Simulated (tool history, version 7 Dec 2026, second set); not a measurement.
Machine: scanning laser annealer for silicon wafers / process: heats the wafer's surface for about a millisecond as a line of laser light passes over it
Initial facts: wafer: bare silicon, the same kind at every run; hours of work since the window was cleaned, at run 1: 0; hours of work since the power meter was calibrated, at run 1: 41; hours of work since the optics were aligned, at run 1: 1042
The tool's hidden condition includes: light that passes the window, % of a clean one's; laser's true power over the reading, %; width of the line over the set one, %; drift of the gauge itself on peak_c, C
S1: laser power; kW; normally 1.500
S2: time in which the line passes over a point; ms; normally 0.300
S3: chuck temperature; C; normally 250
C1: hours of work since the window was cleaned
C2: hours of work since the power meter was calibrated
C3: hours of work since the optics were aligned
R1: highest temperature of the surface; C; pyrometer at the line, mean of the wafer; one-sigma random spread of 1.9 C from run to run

{"run": 1, "day": 0.0, "S1": 1.5, "S2": 0.3, "S3": 250, "C1": 0, "C2": 41, "C3": 1042, "R1": 1074}
{"run": 2, "day": 0.521, "S1": 1.5, "S2": 0.28, "S3": 250, "C1": 7, "C2": 48, "C3": 1049, "R1": 1043}
{"run": 3, "day": 0.821, "S1": 1.5, "S2": 0.28, "S3": 250, "C1": 11, "C2": 52, "C3": 1053, "R1": 1046}
{"run": 4, "day": 1.379, "S1": 1.5, "S2": 0.28, "S3": 250, "C1": 18, "C2": 59, "C3": 1060, "R1": 1046}
{"run": 5, "day": 1.95, "S1": 1.5, "S2": 0.28, "S3": 250, "C1": 26, "C2": 67, "C3": 1068, "R1": 1045}
{"run": 6, "day": 2.379, "S1": 1.5, "S2": 0.3, "S3": 250, "C1": 31, "C2": 72, "C3": 1073, "R1": 1073}
{"run": 7, "day": 2.967, "S1": 1.5, "S2": 0.3, "S3": 250, "C1": 39, "C2": 80, "C3": 1081, "R1": 1074}
{"day": 3.458, "done": "optics aligned, line set to its width"}
{"run": 8, "day": 3.458, "S1": 1.5, "S2": 0.3, "S3": 250, "C1": 43, "C2": 84, "C3": 0, "R1": 1086}
{"run": 9, "day": 3.988, "S1": 1.488, "S2": 0.3, "S3": 250, "C1": 50, "C2": 91, "C3": 7, "R1": 1076}
{"run": 10, "day": 4.304, "S1": 1.488, "S2": 0.3, "S3": 250, "C1": 54, "C2": 95, "C3": 11, "R1": 1077}
{"run": 11, "day": 4.571, "S1": 1.305, "S2": 0.3, "S3": 250, "C1": 57, "C2": 99, "C3": 15, "R1": 952}
{"run": 12, "day": 4.862, "S1": 1.305, "S2": 0.3, "S3": 250, "C1": 61, "C2": 102, "C3": 18, "R1": 947}
{"run": 13, "day": 5.325, "S1": 1.305, "S2": 0.3, "S3": 250, "C1": 67, "C2": 108, "C3": 25, "R1": 950}
{"run": 14, "day": 5.729, "S1": 1.305, "S2": 0.3, "S3": 250, "C1": 73, "C2": 114, "C3": 30, "R1": 948}
{"run": 15, "day": 6.046, "S1": 1.305, "S2": 0.3, "S3": 250, "C1": 77, "C2": 118, "C3": 34, "R1": 952}
{"run": 16, "day": 6.454, "S1": 1.305, "S2": 0.3, "S3": 250, "C1": 82, "C2": 123, "C3": 39, "R1": 950}
{"run": 17, "day": 6.725, "S1": 1.458, "S2": 0.3, "S3": 250, "C1": 86, "C2": 127, "C3": 43, "R1": 1056}
{"run": 18, "day": 6.983, "S1": 1.458, "S2": 0.365, "S3": 250, "C1": 89, "C2": 130, "C3": 46, "R1": 1143}
{"run": 19, "day": 7.308, "S1": 1.458, "S2": 0.365, "S3": 250, "C1": 93, "C2": 135, "C3": 51, "R1": 1136}
{"run": 20, "day": 7.6, "S1": 1.5, "S2": 0.3, "S3": 250, "C1": 97, "C2": 138, "C3": 54, "R1": 1083}
{"run": 21, "day": 8.042, "S1": 1.635, "S2": 0.3, "S3": 250, "C1": 103, "C2": 144, "C3": 60, "R1": 1181}
{"run": 22, "day": 8.488, "S1": 1.635, "S2": 0.378, "S3": 250, "C1": 109, "C2": 150, "C3": 66, "R1": 1296}
{"run": 23, "day": 9.088, "S1": 1.635, "S2": 0.378, "S3": 250, "C1": 117, "C2": 158, "C3": 74, "R1": 1291}
{"run": 24, "day": 9.588, "S1": 1.5, "S2": 0.3, "S3": 231, "C1": 123, "C2": 164, "C3": 81, "R1": 1064}
{"run": 25, "day": 9.979, "S1": 1.315, "S2": 0.311, "S3": 243, "C1": 128, "C2": 170, "C3": 86, "R1": 961}
{"run": 26, "day": 10.288, "S1": 1.315, "S2": 0.311, "S3": 243, "C1": 132, "C2": 174, "C3": 90, "R1": 961}
{"run": 27, "day": 10.796, "S1": 1.36, "S2": 0.269, "S3": 287, "C1": 139, "C2": 180, "C3": 96, "R1": 983}
{"run": 28, "day": 11.367, "S1": 1.478, "S2": 0.255, "S3": 252, "C1": 147, "C2": 188, "C3": 104, "R1": 1003}
{"run": 29, "day": 11.958, "S1": 1.5, "S2": 0.3, "S3": 276, "C1": 154, "C2": 196, "C3": 112, "R1": 1105}
{"run": 30, "day": 12.562, "S1": 1.5, "S2": 0.3, "S3": 276, "C1": 162, "C2": 204, "C3": 120, "R1": 1106}
{"run": 31, "day": 12.962, "S1": 1.5, "S2": 0.277, "S3": 215, "C1": 168, "C2": 209, "C3": 125, "R1": 1013}
{"run": 32, "day": 13.283, "S1": 1.5, "S2": 0.356, "S3": 232, "C1": 172, "C2": 213, "C3": 129, "R1": 1139}
{"run": 33, "day": 13.779, "S1": 1.317, "S2": 0.252, "S3": 232, "C1": 178, "C2": 220, "C3": 136, "R1": 878}
{"run": 34, "day": 14.212, "S1": 1.539, "S2": 0.253, "S3": 232, "C1": 184, "C2": 225, "C3": 141, "R1": 1016}
{"run": 35, "day": 14.625, "S1": 1.589, "S2": 0.3, "S3": 261, "C1": 189, "C2": 231, "C3": 147, "R1": 1152}
{"run": 36, "day": 14.904, "S1": 1.422, "S2": 0.27, "S3": 281, "C1": 193, "C2": 234, "C3": 150, "R1": 1020}
{"run": 37, "day": 15.304, "S1": 1.366, "S2": 0.32, "S3": 272, "C1": 198, "C2": 240, "C3": 156, "R1": 1033}
{"run": 38, "day": 15.821, "S1": 1.5, "S2": 0.366, "S3": 250, "C1": 205, "C2": 246, "C3": 162, "R1": 1167}
{"run": 39, "day": 16.292, "S1": 1.447, "S2": 0.226, "S3": 250, "C1": 211, "C2": 253, "C3": 169, "R1": 937}
{"run": 40, "day": 16.762, "S1": 1.518, "S2": 0.226, "S3": 250, "C1": 218, "C2": 259, "C3": 175, "R1": 979}
{"run": 41, "day": 17.25, "S1": 1.518, "S2": 0.226, "S3": 250, "C1": 224, "C2": 265, "C3": 181, "R1": 977}

Alternative continuations, all from the tool just after run 41; predict every row:
{"run": "A", "day": 17.625, "S1": 1.518, "S2": 0.377, "S3": 250, "C1": 229, "C2": 270, "C3": 186, "R1": "?"}
{"run": "B", "day": 17.625, "S1": 1.369, "S2": 0.226, "S3": 250, "C1": 229, "C2": 270, "C3": 186, "R1": "?"}
{"run": "C", "day": 17.625, "S1": 1.451, "S2": 0.226, "S3": 250, "C1": 229, "C2": 270, "C3": 186, "R1": "?"}
{"run": "D", "day": 17.625, "S1": 1.382, "S2": 0.3, "S3": 259, "C1": 229, "C2": 270, "C3": 186, "R1": "?"}

run=A R1=1195
run=B R1=888
run=C R1=940
run=D R1=1005
Without the tool's hidden state the same runs would have given:
run=A R1=1205
run=B R1=895
run=C R1=948
run=D R1=1013

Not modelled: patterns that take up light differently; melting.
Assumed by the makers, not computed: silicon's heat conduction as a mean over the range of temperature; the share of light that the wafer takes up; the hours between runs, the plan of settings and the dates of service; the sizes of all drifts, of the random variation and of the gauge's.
